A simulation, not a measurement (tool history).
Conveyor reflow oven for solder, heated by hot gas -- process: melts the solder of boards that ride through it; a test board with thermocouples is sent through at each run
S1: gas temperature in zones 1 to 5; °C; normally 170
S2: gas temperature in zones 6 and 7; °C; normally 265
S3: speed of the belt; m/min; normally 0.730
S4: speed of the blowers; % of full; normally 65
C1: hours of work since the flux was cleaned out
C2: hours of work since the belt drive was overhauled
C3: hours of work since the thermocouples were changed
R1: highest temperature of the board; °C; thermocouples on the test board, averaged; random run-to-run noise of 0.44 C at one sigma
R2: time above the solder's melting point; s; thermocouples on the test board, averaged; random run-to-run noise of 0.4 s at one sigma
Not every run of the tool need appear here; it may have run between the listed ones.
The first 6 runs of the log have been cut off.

run 7 hour=125.0 | S1=170 S2=265 S3=0.847 S4=65 | C1=26 C2=537 C3=395 | R1=240.8 R2=32.0
run 8 hour=141.9 | S1=170 S2=265 S3=0.847 S4=65 | C1=39 C2=549 C3=407 | R1=240.4 R2=32.9
run 9 hour=163.9 | S1=170 S2=265 S3=0.847 S4=65 | C1=55 C2=566 C3=424 | R1=240.7 R2=31.9
run 10 hour=182.8 | S1=170 S2=265 S3=0.847 S4=65 | C1=69 C2=580 C3=438 | R1=240.9 R2=32.0
run 11 hour=204.1 | S1=181 S2=265 S3=0.730 S4=65 | C1=85 C2=595 C3=454 | R1=248.3 R2=48.2
run 12 hour=222.7 | S1=170 S2=265 S3=0.730 S4=65 | C1=99 C2=609 C3=467 | R1=246.3 R2=44.3
run 13 hour=251.6 | S1=170 S2=276 S3=0.730 S4=65 | C1=121 C2=631 C3=489 | R1=255.2 R2=49.5
run 14 hour=275.9 | S1=170 S2=265 S3=0.653 S4=65 | C1=139 C2=649 C3=507 | R1=249.8 R2=51.9
run 15 hour=288.6 | S1=170 S2=265 S3=0.653 S4=65 | C1=148 C2=658 C3=516 | R1=249.0 R2=52.9
run 16 hour=318.4 | S1=170 S2=260 S3=0.730 S4=65 | C1=170 C2=681 C3=539 | R1=241.9 R2=40.0
run 17 hour=340.8 | S1=170 S2=265 S3=0.622 S4=56 | C1=187 C2=697 C3=555 | R1=247.9 R2=53.3
-- hour=362.5 thermocouples of zones 6 and 7 changed
run 18 hour=366.5 | S1=170 S2=265 S3=0.622 S4=56 | C1=205 C2=715 C3=3 | R1=248.8 R2=53.8
run 19 hour=392.4 | S1=169 S2=265 S3=0.627 S4=65 | C1=224 C2=734 C3=22 | R1=251.4 R2=55.3
run 20 hour=412.4 | S1=183 S2=270 S3=0.840 S4=84 | C1=239 C2=749 C3=37 | R1=254.2 R2=45.6
run 21 hour=430.6 | S1=180 S2=270 S3=0.840 S4=84 | C1=252 C2=763 C3=51 | R1=252.4 R2=44.5
run 22 hour=458.1 | S1=165 S2=270 S3=0.840 S4=84 | C1=273 C2=783 C3=71 | R1=250.3 R2=38.7
run 23 hour=477.0 | S1=170 S2=270 S3=0.632 S4=65 | C1=287 C2=797 C3=85 | R1=255.5 R2=58.1
run 24 hour=496.4 | S1=156 S2=270 S3=0.632 S4=86 | C1=301 C2=812 C3=100 | R1=258.9 R2=57.2
run 25 hour=512.5 | S1=165 S2=274 S3=0.677 S4=59 | C1=313 C2=823 C3=112 | R1=253.8 R2=51.3
run 26 hour=541.3 | S1=170 S2=265 S3=0.730 S4=66 | C1=335 C2=845 C3=133 | R1=246.5 R2=43.5
run 27 hour=569.0 | S1=170 S2=258 S3=0.805 S4=65 | C1=355 C2=866 C3=154 | R1=236.2 R2=31.2
run 28 hour=583.4 | S1=163 S2=275 S3=0.730 S4=61 | C1=366 C2=876 C3=164 | R1=250.8 R2=44.5
-- hour=590.5 flux residue cleaned out of gas plates and filters
run 29 hour=611.5 | S1=163 S2=275 S3=0.730 S4=61 | C1=16 C2=893 C3=182 | R1=251.5 R2=44.6
run 30 hour=638.3 | S1=170 S2=255 S3=0.730 S4=60 | C1=36 C2=913 C3=202 | R1=236.2 R2=34.2
run 31 hour=658.8 | S1=157 S2=277 S3=0.746 S4=62 | C1=51 C2=929 C3=217 | R1=251.2 R2=42.3

Consider 3 possible next runs. They are alternatives, not a sequence: every one starts from the tool as it was left by run 31. What does each give?
run A hour=676.9 | S1=170 S2=253 S3=0.621 S4=83 | C1=64 C2=942 C3=230 | R1=? R2=?
run B hour=676.9 | S1=165 S2=261 S3=0.746 S4=62 | C1=64 C2=942 C3=230 | R1=? R2=?
run C hour=676.9 | S1=185 S2=277 S3=0.726 S4=62 | C1=64 C2=942 C3=230 | R1=? R2=?

run=A R1=244.2 R2=53.3
run=B R1=240.0 R2=35.5
run=C R1=258.7 R2=56.3
What these runs would have given with no unlogged condition in the tool:
run=A R1=244.3 R2=53.2
run=B R1=240.0 R2=35.4
run=C R1=258.7 R2=56.2

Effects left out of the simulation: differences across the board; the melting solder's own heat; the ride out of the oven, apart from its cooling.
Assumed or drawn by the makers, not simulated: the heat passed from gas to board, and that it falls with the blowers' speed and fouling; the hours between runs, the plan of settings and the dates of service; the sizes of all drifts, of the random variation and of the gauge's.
